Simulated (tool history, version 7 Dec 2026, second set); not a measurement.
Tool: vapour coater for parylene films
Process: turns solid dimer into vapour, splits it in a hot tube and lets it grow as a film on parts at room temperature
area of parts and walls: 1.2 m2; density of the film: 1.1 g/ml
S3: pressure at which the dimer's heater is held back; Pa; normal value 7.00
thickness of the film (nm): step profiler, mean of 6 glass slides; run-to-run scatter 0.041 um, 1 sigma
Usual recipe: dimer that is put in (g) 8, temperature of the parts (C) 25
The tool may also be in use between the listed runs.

Run 1, hour 0.0: usual settings. Result: thickness of the film (nm) 4120.
Run 2, hour 28.7: usual settings. Result: thickness of the film (nm) 4060.
Run 3, hour 62.5: usual settings. Result: thickness of the film (nm) 4030.
Run 4, hour 78.9: usual settings. Result: thickness of the film (nm) 4030.
Run 5, hour 102.4: usual settings but dimer that is put in (g) 6. Result: thickness of the film (nm) 3010.
At hour 120.2: trap's valve overhauled.
Run 6, hour 124.5: usual settings. Result: thickness of the film (nm) 4410.
Run 7, hour 158.5: usual settings. Result: thickness of the film (nm) 4410.
Run 8, hour 184.9: usual settings. Result: thickness of the film (nm) 4300.
Run 9, hour 214.2: usual settings. Result: thickness of the film (nm) 4350.
Run 10, hour 230.9: usual settings. Result: thickness of the film (nm) 4340.
Run 11, hour 248.1: usual settings. Result: thickness of the film (nm) 4390.
Run 12, hour 268.4: usual settings. Result: thickness of the film (nm) 4380.
Run 13, hour 302.8: usual settings. Result: thickness of the film (nm) 4360.
Run 14, hour 328.9: usual settings. Result: thickness of the film (nm) 4250.
Run 15, hour 358.0: usual settings. Result: thickness of the film (nm) 4280.
Run 16, hour 378.6: usual settings but dimer that is put in (g) 5, temperature of the parts (C) 27, S3 5.44 Pa. Result: thickness of the film (nm) 2660.
Run 17, hour 395.1: usual settings but dimer that is put in (g) 5, temperature of the parts (C) 27, S3 5.44 Pa. Result: thickness of the film (nm) 2660.
Run 18, hour 428.4: usual settings but dimer that is put in (g) 5, temperature of the parts (C) 27, S3 5.44 Pa. Result: thickness of the film (nm) 2550.
Run 19, hour 452.9: usual settings but dimer that is put in (g) 6, temperature of the parts (C) 36. Result: thickness of the film (nm) 2560.
Run 20, hour 475.2: usual settings but dimer that is put in (g) 7, S3 3.77 Pa. Result: thickness of the film (nm) 3830.
Run 21, hour 495.1: usual settings but dimer that is put in (g) 7, S3 3.06 Pa. Result: thickness of the film (nm) 3890.
Run 22, hour 527.4: usual settings but dimer that is put in (g) 5, temperature of the parts (C) 18, S3 4.07 Pa. Result: thickness of the film (nm) 3080.
Run 23, hour 558.3: usual settings but temperature of the parts (C) 35, S3 2.48 Pa. Result: thickness of the film (nm) 3660.
Run 24, hour 591.8: usual settings but temperature of the parts (C) 35, S3 2.48 Pa. Result: thickness of the film (nm) 3660.

5 ways to go on from here, each from the tool as it stands after run 24. What would each give?
Run A, hour 616.8: usual settings but dimer that is put in (g) 12, temperature of the parts (C) 21, S3 8.51 Pa. Result: thickness of the film (nm) ?.
Run B, hour 616.8: usual settings but dimer that is put in (g) 13, temperature of the parts (C) 19, S3 4.92 Pa. Result: thickness of the film (nm) ?.
Run C, hour 616.8: usual settings but temperature of the parts (C) 33. Result: thickness of the film (nm) ?.
Run D, hour 616.8: usual settings but dimer that is put in (g) 5, S3 5.88 Pa. Result: thickness of the film (nm) ?.
Run E, hour 616.8: usual settings but dimer that is put in (g) 5. Result: thickness of the film (nm) ?.

run  thickness of the film (nm)
  A                        6580
  B                        7660
  C                        3530
  D                        2590
  E                        2570
Without the tool's unlogged condition, the same runs would have read:
run  thickness of the film (nm)
  A                        7090
  B                        8250
  C                        3810
  D                        2800
  E                        2770
